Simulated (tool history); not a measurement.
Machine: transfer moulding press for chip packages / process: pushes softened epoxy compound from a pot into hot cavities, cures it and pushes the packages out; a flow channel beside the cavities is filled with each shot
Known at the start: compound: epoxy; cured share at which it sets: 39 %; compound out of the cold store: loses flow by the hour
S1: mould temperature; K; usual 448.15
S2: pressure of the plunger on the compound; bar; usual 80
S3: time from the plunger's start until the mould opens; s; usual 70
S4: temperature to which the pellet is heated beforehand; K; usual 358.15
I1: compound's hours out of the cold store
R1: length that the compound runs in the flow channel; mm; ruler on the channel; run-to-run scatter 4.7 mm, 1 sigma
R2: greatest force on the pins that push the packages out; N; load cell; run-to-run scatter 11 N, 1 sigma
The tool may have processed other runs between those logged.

run	hour	S1	S2	S3	S4	I1	R1	R2
1	0	448.15	80	70	358.15	21.8	945	585
2	57.5	448.15	80	70	358.15	33.9	875	1090
# hour 78.3: cavities cleaned with cleaning compound and waxed
3	103.1	456.15	80	70	358.15	24.2	878	624
# hour 154.4: cavities cleaned with cleaning compound and waxed
4	154.4	456.15	80	70	358.15	33.1	835	403
5	188.4	448.15	80	70	358.15	43.8	818	956
# hour 217.6: plunger's sealing rings changed
6	231	448.15	80	70	358.15	8.7	1040	1227
# hour 237.7: cavities cleaned with cleaning compound and waxed
7	285.3	448.15	80	70	358.15	43.5	886	1071
# hour 291.9: mould's thermocouples calibrated
# hour 317.5: cavities cleaned with cleaning compound and waxed
8	341	448.15	80	70	358.15	25.1	952	999
9	373.9	448.15	80	70	358.15	33.8	902	1132
# hour 397: cavities cleaned with cleaning compound and waxed
10	422.7	448.15	80	97	358.15	32.4	902	650
11	454.7	448.15	80	72	358.15	27.8	904	1104
# hour 473: cavities cleaned with cleaning compound and waxed
12	511.1	448.15	80	70	358.15	30.1	895	1137
# hour 549.4: cavities cleaned with cleaning compound and waxed
13	549.4	448.15	80	70	358.15	22.8	919	670
14	605.4	448.15	80	70	358.15	15.3	935	1277
# hour 617.5: plunger's sealing rings changed
# hour 622: mould's thermocouples calibrated, once more
# hour 630.2: cavities cleaned with cleaning compound and waxed
15	635.1	448.15	81.4	70	352.15	47.8	879	584
16	670.5	448.15	81.4	70	352.15	21	986	1057
17	702.2	448.15	85.3	70	352.15	43.3	912	1028
# hour 707.9: cavities cleaned with cleaning compound and waxed
18	747.2	448.15	80	70	357.15	33.1	900	956
# hour 783.9: cavities cleaned with cleaning compound and waxed
19	789.2	450.15	80	70	356.15	17.5	944	589
20	812.7	450.15	60	95	350.15	19.4	816	635
21	844	454.15	92.3	61	354.15	39.3	895	928
# hour 860.2: cavities cleaned with cleaning compound and waxed
22	880.3	446.15	80	61	358.15	11.1	980	1513
23	927.5	446.15	80	61	358.15	41.1	858	1696
# hour 937.4: cavities cleaned with cleaning compound and waxed
24	958.7	446.15	80	61	358.15	23.5	910	1439
25	985.6	446.15	80	61	358.15	17.4	923	1814
26	1009.4	442.15	67.6	90	361.15	33.7	802	1019

Each row is a separate what-if for the run after 26, all from the same tool condition, not one after another. Results?
# hour 1016.1: plunger's sealing rings changed
# hour 1017.6: cavities cleaned with cleaning compound and waxed
A	1071.3	442.15	62.7	96	360.15	46.9	?	?
# hour 1016.1: plunger's sealing rings changed
# hour 1017.6: cavities cleaned with cleaning compound and waxed
B	1071.3	443.15	80	70	354.15	38.9	?	?
# hour 1016.1: plunger's sealing rings changed
# hour 1017.6: cavities cleaned with cleaning compound and waxed
C	1071.3	448.15	90.2	105	358.15	37.1	?	?
# hour 1016.1: plunger's sealing rings changed
# hour 1017.6: cavities cleaned with cleaning compound and waxed
D	1071.3	450.15	79.3	70	360.15	43.3	?	?
# hour 1016.1: plunger's sealing rings changed
# hour 1017.6: cavities cleaned with cleaning compound and waxed
E	1071.3	448.15	98.1	58	358.15	38.3	?	?

run	R1	R2
A	791	858
B	924	1539
C	967	723
D	867	884
E	995	1665
Stripped of hidden state, with their random variation kept, the same runs would have yielded:
run	R1	R2
A	802	439
B	937	766
C	981	380
D	880	450
E	1009	833
